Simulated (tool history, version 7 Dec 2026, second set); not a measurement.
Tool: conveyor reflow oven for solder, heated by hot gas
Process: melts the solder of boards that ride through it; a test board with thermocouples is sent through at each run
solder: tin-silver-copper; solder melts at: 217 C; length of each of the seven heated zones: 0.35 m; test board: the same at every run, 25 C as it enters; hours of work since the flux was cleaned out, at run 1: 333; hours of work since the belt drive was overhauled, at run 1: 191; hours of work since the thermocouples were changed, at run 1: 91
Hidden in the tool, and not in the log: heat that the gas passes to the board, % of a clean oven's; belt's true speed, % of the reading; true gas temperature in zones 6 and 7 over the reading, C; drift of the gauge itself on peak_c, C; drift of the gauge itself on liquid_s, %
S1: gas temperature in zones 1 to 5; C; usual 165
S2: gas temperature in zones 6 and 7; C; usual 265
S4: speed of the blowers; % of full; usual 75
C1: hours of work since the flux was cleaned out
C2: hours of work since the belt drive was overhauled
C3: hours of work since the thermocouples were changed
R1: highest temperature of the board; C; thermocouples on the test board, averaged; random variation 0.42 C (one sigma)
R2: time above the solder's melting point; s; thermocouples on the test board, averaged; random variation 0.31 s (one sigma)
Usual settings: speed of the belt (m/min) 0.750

Run 1, hour 0.0: usual settings; C1 333; C2 191; C3 91. Result: R1 243.4 C, R2 33.8 s.
At hour 10.1: flux residue cleaned out of gas plates and filters.
Run 2, hour 14.1: usual settings; C1 2; C2 196; C3 96. Result: R1 246.1 C, R2 35.7 s.
Run 3, hour 23.1: usual settings but S4 63 % of full; C1 7; C2 201; C3 101. Result: R1 240.7 C, R2 31.3 s.
Run 4, hour 28.9: usual settings but speed of the belt (m/min) 0.640; C1 10; C2 205; C3 104. Result: R1 250.9 C, R2 46.6 s.
Run 5, hour 38.8: usual settings but speed of the belt (m/min) 0.640; C1 16; C2 210; C3 110. Result: R1 251.6 C, R2 46.5 s.
Run 6, hour 47.6: usual settings but speed of the belt (m/min) 0.640; C1 21; C2 215; C3 114. Result: R1 249.8 C, R2 46.2 s.
Run 7, hour 54.5: usual settings but speed of the belt (m/min) 0.640; C1 24; C2 219; C3 118. Result: R1 250.6 C, R2 46.0 s.
Run 8, hour 63.4: usual settings but speed of the belt (m/min) 0.640; C1 29; C2 223; C3 123. Result: R1 250.3 C, R2 46.4 s.
Run 9, hour 70.6: usual settings but S1 151 C, S2 263 C, speed of the belt (m/min) 0.741, S4 65 % of full; C1 33; C2 227; C3 127. Result: R1 237.4 C, R2 26.4 s.
Run 10, hour 77.4: usual settings but S1 151 C, S2 263 C, speed of the belt (m/min) 0.741, S4 65 % of full; C1 37; C2 231; C3 131. Result: R1 237.8 C, R2 26.7 s.
Run 11, hour 84.8: usual settings but S1 159 C, S2 263 C, speed of the belt (m/min) 0.872; C1 41; C2 235; C3 135. Result: R1 237.0 C, R2 22.6 s.
Run 12, hour 93.9: usual settings but S1 170 C, S4 64 % of full; C1 46; C2 240; C3 140. Result: R1 242.8 C, R2 33.1 s.
Run 13, hour 106.3: usual settings but S1 170 C, speed of the belt (m/min) 0.666, S4 63 % of full; C1 53; C2 247; C3 147. Result: R1 245.8 C, R2 40.9 s.
Run 14, hour 115.0: usual settings but S1 163 C, speed of the belt (m/min) 0.667; C1 57; C2 252; C3 151. Result: R1 248.9 C, R2 42.3 s.
Run 15, hour 123.5: usual settings but S1 173 C, speed of the belt (m/min) 0.667; C1 62; C2 256; C3 156. Result: R1 249.7 C, R2 46.4 s.
Run 16, hour 132.6: usual settings but S1 152 C, S2 279 C, speed of the belt (m/min) 0.778, S4 73 % of full; C1 67; C2 261; C3 161. Result: R1 252.1 C, R2 34.7 s.

How the hidden state differs across the entries between the runs, from the last listed run before each to the first after it:
Between runs 1 and 2: flux residue cleaned out of gas plates and filters (hour 10.1)
  heat that the gas passes to the board, % of a clean oven's: 92.8 -> 99.6; belt's true speed, % of the reading: 99.74 -> 99.73
  measured less the result without the state, R1: -2.2 -> +0.0 C; R2: -1.9 -> +0.1 s
